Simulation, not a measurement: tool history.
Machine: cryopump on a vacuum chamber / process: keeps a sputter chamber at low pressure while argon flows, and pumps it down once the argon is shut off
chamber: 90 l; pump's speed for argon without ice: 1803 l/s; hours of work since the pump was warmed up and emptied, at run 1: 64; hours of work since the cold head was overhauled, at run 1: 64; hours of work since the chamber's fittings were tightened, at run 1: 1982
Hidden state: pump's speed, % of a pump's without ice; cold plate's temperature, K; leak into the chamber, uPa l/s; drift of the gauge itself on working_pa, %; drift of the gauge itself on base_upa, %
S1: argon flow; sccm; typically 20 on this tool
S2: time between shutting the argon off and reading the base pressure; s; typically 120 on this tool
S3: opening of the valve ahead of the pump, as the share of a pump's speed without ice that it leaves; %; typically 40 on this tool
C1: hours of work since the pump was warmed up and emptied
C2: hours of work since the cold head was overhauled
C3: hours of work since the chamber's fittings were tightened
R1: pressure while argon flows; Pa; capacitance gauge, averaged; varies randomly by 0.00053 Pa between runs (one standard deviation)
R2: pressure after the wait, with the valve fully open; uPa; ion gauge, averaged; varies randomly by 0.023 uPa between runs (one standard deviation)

run,day,S1,S2,S3,C1,C2,C3,R1,R2
1,0.000,20,120,40,64,64,1982,0.0480,1.07
2,0.558,20,243,40,70,70,1988,0.0478,0.80
3,0.967,15,120,40,75,75,1992,0.0354,1.09
4,1.304,20,120,40,78,78,1996,0.0482,1.13
5,1.846,20,120,40,84,84,2002,0.0474,1.12
6,2.175,20,120,40,88,88,2006,0.0470,1.12
7,2.783,20,120,40,95,95,2012,0.0472,1.17
8,3.288,20,120,40,100,100,2018,0.0478,1.08
9,3.700,20,120,40,105,105,2022,0.0486,1.11
10,4.275,20,120,40,111,111,2028,0.0484,1.08
11,4.738,20,120,40,116,116,2034,0.0482,1.09
12,5.154,29,120,40,120,120,2038,0.0716,1.10
13,5.792,20,120,40,127,127,2045,0.0481,1.12
14,6.279,20,120,40,133,133,2050,0.0482,1.19
15,6.712,20,120,40,137,137,2055,0.0489,1.12
16,7.004,33,120,40,141,141,2058,0.0803,1.12
17,7.658,33,120,40,148,148,2065,0.0803,1.15
18,8.208,11,120,40,154,154,2071,0.0268,1.15
19,8.500,11,140,40,157,157,2075,0.0266,1.09
20,8.783,14,140,28,160,160,2078,0.0493,1.07
21,9.238,21,140,15,165,165,2083,0.1335,1.06
22,9.846,21,140,15,172,172,2089,0.1324,1.08
23,10.446,8,255,27,178,178,2096,0.0288,0.84
24,10.900,8,255,27,183,183,2101,0.0288,0.83
25,11.500,35,37,40,190,190,2107,0.0864,2.38
26,12.000,20,70,40,195,195,2113,0.0491,1.56
27,12.658,20,70,40,202,202,2120,0.0502,1.54
28,13.033,14,96,19,206,206,2124,0.0708,1.30
29,13.646,11,31,29,213,213,2131,0.0363,2.72
30,14.012,14,61,50,217,217,2135,0.0287,1.70
31,14.438,20,88,26,222,222,2139,0.0751,1.39
32,14.771,22,177,28,225,225,2143,0.0772,1.01
33,15.229,20,22,40,230,230,2148,0.0496,3.63

Branching from run 33: 4 alternative next runs. What would each branch give?
A,15.658,9,37,28,235,235,2153,?,?
B,15.658,21,77,23,235,235,2153,?,?
C,15.658,34,29,40,235,235,2153,?,?
D,15.658,23,81,40,235,235,2153,?,?

run,R1,R2
A,0.0316,2.45
B,0.0888,1.55
C,0.0849,2.99
D,0.0573,1.45
With no hidden state in the tool, these same runs would have given:
run,R1,R2
A,0.0304,1.98
B,0.0859,1.08
C,0.0801,2.52
D,0.0541,0.98
